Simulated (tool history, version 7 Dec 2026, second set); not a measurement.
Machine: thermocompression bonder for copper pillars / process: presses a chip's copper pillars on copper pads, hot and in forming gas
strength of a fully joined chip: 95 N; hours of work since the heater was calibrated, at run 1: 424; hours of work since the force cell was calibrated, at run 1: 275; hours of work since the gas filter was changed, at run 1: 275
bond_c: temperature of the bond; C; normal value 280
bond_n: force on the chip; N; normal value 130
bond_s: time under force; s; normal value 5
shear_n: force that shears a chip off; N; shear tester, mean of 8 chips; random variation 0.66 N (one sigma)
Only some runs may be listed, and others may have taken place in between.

run   hour  bond_c  bond_n  bond_s  hours of work since the heater was calibrated  hours of work since the force cell was calibrated  hours of work since the gas filter was changed  shear_n
  1    0.0     280     130       5                                            424                                                275                                             275     57.2
  2   15.9     280     130       5                                            433                                                283                                             283     56.9
  3   36.2     280     130       5                                            443                                                293                                             293     57.2
  4   49.2     280     130       5                                            450                                                300                                             300     56.2
      65.4  -- forming gas filter changed
  5   67.6     280     130       5                                            459                                                309                                               1     57.0
  6   82.6     280     130       8                                            467                                                317                                               9     64.8
  7   98.8     250     130       5                                            475                                                325                                              17     40.6
  8  108.4     280     130       5                                            480                                                330                                              22     56.9
  9  122.7     280     130       5                                            487                                                338                                              29     57.3
 10  140.1     280     130       5                                            496                                                346                                              38     57.5
 11  148.5     280     130       5                                            500                                                351                                              43     57.5
 12  158.9     280     130       5                                            506                                                356                                              48     57.2
 13  168.5     280     130       5                                            511                                                361                                              53     56.6
 14  186.5     280     130       5                                            520                                                370                                              62     57.5
 15  201.0     280     130      11                                            527                                                378                                              70     69.8
 16  209.8     260     130       5                                            532                                                382                                              74     44.9
 17  220.2     260     166       5                                            537                                                388                                              79     53.0
 18  233.1     260     166       5                                            544                                                394                                              86     52.3
 19  251.5     260     166       5                                            553                                                404                                              96     50.9
 20  266.9     260     166       5                                            561                                                412                                             103     50.1
 21  284.0     267     168       5                                            570                                                420                                             112     56.7
 22  296.7     300     130      12                                            576                                                427                                             119     80.3
 23  313.1     300     130      12                                            585                                                435                                             127     79.9
 24  328.4     293     130       3                                            593                                                443                                             135     55.1
 25  340.9     303     164       8                                            599                                                450                                             141     79.9
 26  356.9     295      90       4                                            607                                                458                                             150     52.4
 27  372.8     295      90       4                                            616                                                466                                             158     51.5
 28  386.7     296     100       6                                            623                                                473                                             165     63.3
 29  399.6     251     164       8                                            629                                                480                                             171     53.0
 30  417.1     251     164       8                                            638                                                489                                             180     52.4
 31  436.2     280     128       5                                            648                                                498                                             190     56.5
 32  452.7     266     130       5                                            657                                                507                                             199     48.3
 33  469.2     266     130       5                                            665                                                515                                             207     49.3
 34  487.4     276     130       5                                            674                                                525                                             217     54.9
 35  498.5     280     128       9                                            680                                                530                                             222     66.1
 36  518.0     302     115       3                                            690                                                540                                             232     56.1
 37  531.0     300     115       3                                            697                                                547                                             239     55.5
 38  547.4     300     115       3                                            705                                                555                                             247     55.6
 39  555.8     300     115       3                                            709                                                560                                             252     56.6
 40  576.4     300     114       6                                            720                                                570                                             262     67.6

Consider 3 possible next runs. They are alternatives, not a sequence: every one starts from the tool as it was left by run 40. What does each give?
  A  585.2     251     130       5                                            725                                                575                                             267        ?
  B  585.2     290     130       6                                            725                                                575                                             267        ?
  C  585.2     300     114       6                                            725                                                575                                             267        ?

run  shear_n
  A     41.2
  B     66.4
  C     68.5
Had the tool no hidden state, the same runs would have come out as:
run  shear_n
  A     41.1
  B     66.3
  C     68.4
